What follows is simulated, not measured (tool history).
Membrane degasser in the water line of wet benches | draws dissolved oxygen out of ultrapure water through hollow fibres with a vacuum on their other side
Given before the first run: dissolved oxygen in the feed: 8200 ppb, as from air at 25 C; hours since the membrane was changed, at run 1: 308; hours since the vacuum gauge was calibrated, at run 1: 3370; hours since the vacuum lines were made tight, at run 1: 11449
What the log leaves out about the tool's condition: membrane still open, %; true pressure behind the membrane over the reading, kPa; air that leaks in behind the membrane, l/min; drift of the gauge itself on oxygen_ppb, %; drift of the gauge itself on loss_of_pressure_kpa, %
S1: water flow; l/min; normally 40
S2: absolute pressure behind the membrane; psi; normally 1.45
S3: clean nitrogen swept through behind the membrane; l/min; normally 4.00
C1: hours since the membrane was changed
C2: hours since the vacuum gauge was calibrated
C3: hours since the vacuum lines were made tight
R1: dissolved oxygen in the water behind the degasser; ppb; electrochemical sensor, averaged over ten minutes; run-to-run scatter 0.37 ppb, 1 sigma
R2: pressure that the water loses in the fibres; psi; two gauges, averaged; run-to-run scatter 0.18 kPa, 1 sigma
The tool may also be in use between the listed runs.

run,day,S1,S2,S3,C1,C2,C3,R1,R2
1,0.000,40,1.45,4.00,308,3370,11449,164.3,4.602
2,1.758,40,1.45,4.00,350,3412,11491,164.6,4.637
3,3.962,40,1.45,4.00,403,3465,11544,164.5,4.579
4,6.696,40,1.45,4.00,469,3531,11609,164.0,4.605
5,9.821,24,1.45,4.00,544,3606,11684,102.4,2.740
6,11.388,24,1.45,4.00,581,3644,11722,102.5,2.748
7,13.350,25,1.45,4.00,628,3691,11769,106.7,2.904
8,16.029,25,1.45,4.00,693,3755,11833,106.4,2.912
9,19.204,40,2.12,4.00,769,3831,11909,270.8,4.608
10,20.788,40,2.12,4.00,807,3869,11948,270.6,4.592
11,23.488,40,2.12,4.00,872,3934,12012,270.7,4.614
12,25.683,40,2.12,4.00,924,3987,12065,270.4,4.654
13,28.967,40,2.12,4.00,1003,4065,12144,270.7,4.654
14,32.088,40,2.12,4.00,1078,4140,12219,271.7,4.603
15,34.208,40,2.12,4.00,1129,4191,12270,271.0,4.633
# day 35.996: vacuum gauge calibrated
16,37.008,40,1.45,4.00,1196,24,12336,167.4,4.606
17,38.629,40,1.45,4.00,1235,63,12375,167.1,4.592
18,40.204,40,1.45,4.00,1272,101,12413,167.4,4.611
19,42.675,48,1.17,2.73,1332,160,12472,206.3,5.529
20,44.221,40,1.48,1.91,1369,197,12509,329.1,4.640
21,47.021,37,1.45,5.04,1436,265,12577,124.9,4.260
22,49.396,62,1.29,3.56,1493,322,12634,254.0,7.198
23,52.067,61,1.29,8.92,1557,386,12698,121.8,7.110
24,54.533,26,1.29,2.14,1616,445,12757,168.3,2.973
# day 55.417: vacuum gauge calibrated, once more
25,57.638,40,1.83,3.17,1690,53,12831,274.6,4.633
26,59.067,25,3.03,3.19,1725,88,12865,329.3,2.899
27,62.496,40,1.03,9.54,1807,170,12948,42.9,4.621
28,64.117,44,1.45,11.90,1846,209,12986,66.7,5.085

Forecast run 29:
29,67.312,44,2.70,2.31,1923,286,13063,?,?

Run 29 produced R1 625.1 ppb, R2 5.150 psi.
Had the tool carried no hidden state, the very same run would have given R1 616.5 ppb, R2 5.102 psi.
